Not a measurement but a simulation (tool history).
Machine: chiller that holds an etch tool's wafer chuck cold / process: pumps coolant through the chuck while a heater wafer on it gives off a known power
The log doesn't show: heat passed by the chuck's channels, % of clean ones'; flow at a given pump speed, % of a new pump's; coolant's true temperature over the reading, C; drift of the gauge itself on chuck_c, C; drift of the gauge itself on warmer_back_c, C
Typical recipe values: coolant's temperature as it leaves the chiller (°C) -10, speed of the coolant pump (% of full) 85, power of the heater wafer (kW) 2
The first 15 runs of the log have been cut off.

| run | hour | coolant's temperature as it leaves the chiller (°C) | speed of the coolant pump (% of full) | power of the heater wafer (kW) | hours since the coolant was changed and the channels were flushed | hours since the pump was overhauled | hours since the chiller's thermometer was calibrated | chuck's temperature once it has settled (°C) | how much warmer the coolant comes back (C) |
|---|---|---|---|---|---|---|---|---|---|
| 16 | 1484 | -10 | 85 | 2 | 806 | 790 | 1792 | 1.64 | 4.96 |
| 17 | 1551.3 | -10 | 85 | 2 | 873 | 858 | 1859 | 1.78 | 5 |
| 18 | 1671.7 | -10 | 85 | 2 | 994 | 978 | 1980 | 1.72 | 4.94 |
| 19 | 1807.4 | -10 | 85 | 2 | 1129 | 1114 | 2115 | 1.49 | 5.01 |
| 20 | 1920.3 | -10 | 85 | 2 | 1242 | 1227 | 2228 | 1.73 | 4.99 |
| 21 | 1983.8 | -10 | 85 | 2 | 1306 | 1290 | 2292 | 1.59 | 4.99 |
| 22 | 2049.4 | -1 | 85 | 2 | 1371 | 1356 | 2357 | 10.64 | 4.96 |
| 23 | 2160.6 | -1 | 85 | 2 | 1482 | 1467 | 2468 | 10.61 | 4.99 |
| 24 | 2220.2 | -10 | 71 | 2.704 | 1542 | 1526 | 2528 | 7.88 | 8.14 |
| 25 | 2337.8 | -5 | 78 | 1.476 | 1660 | 1644 | 2646 | 3.9 | 4.03 |
| 26 | 2448.3 | -2 | 65 | 2.123 | 1770 | 1755 | 2756 | 12.68 | 7.04 |
| 27 | 2578 | -2 | 65 | 2.123 | 1900 | 1884 | 2886 | 12.81 | 7.03 |
| 28 | 2637.8 | -2 | 65 | 2.123 | 1960 | 1944 | 2946 | 12.69 | 7.02 |
| 29 | 2736.6 | -2 | 100 | 2.024 | 2058 | 2043 | 3045 | 8.47 | 4.24 |
| 30 | 2814.5 | -17 | 61 | 2.054 | 2136 | 2121 | 3122 | -2.06 | 7.3 |
| 31 | 2876.2 | -8 | 100 | 1.066 | 2198 | 2182 | 3184 | -2.72 | 2.24 |

Branching from run 31: 5 alternative next runs. What would each branch give?
| A | 2959.6 | -8 | 100 | 1.304 | 2281 | 2266 | 3267 | ? | ? |
| B | 2959.6 | -18 | 76 | 1.297 | 2281 | 2266 | 3267 | ? | ? |
| C | 2959.6 | -11 | 100 | 1.223 | 2281 | 2266 | 3267 | ? | ? |
| D | 2959.6 | -10 | 95 | 1.649 | 2281 | 2266 | 3267 | ? | ? |
| E | 2959.6 | -5 | 69 | 2.176 | 2281 | 2266 | 3267 | ? | ? |

| run | chuck's temperature once it has settled (°C) | how much warmer the coolant comes back (C) |
|---|---|---|
| A | -1.37 | 2.73 |
| B | -10.08 | 3.68 |
| C | -4.84 | 2.56 |
| D | -1.2 | 3.61 |
| E | 9.57 | 6.8 |
Stripped of hidden state, with their random variation kept, the same runs would have yielded:
| run | chuck's temperature once it has settled (°C) | how much warmer the coolant comes back (C) |
|---|---|---|
| A | -0.96 | 2.73 |
| B | -9.67 | 3.68 |
| C | -4.43 | 2.55 |
| D | -0.8 | 3.6 |
| E | 9.97 | 6.8 |

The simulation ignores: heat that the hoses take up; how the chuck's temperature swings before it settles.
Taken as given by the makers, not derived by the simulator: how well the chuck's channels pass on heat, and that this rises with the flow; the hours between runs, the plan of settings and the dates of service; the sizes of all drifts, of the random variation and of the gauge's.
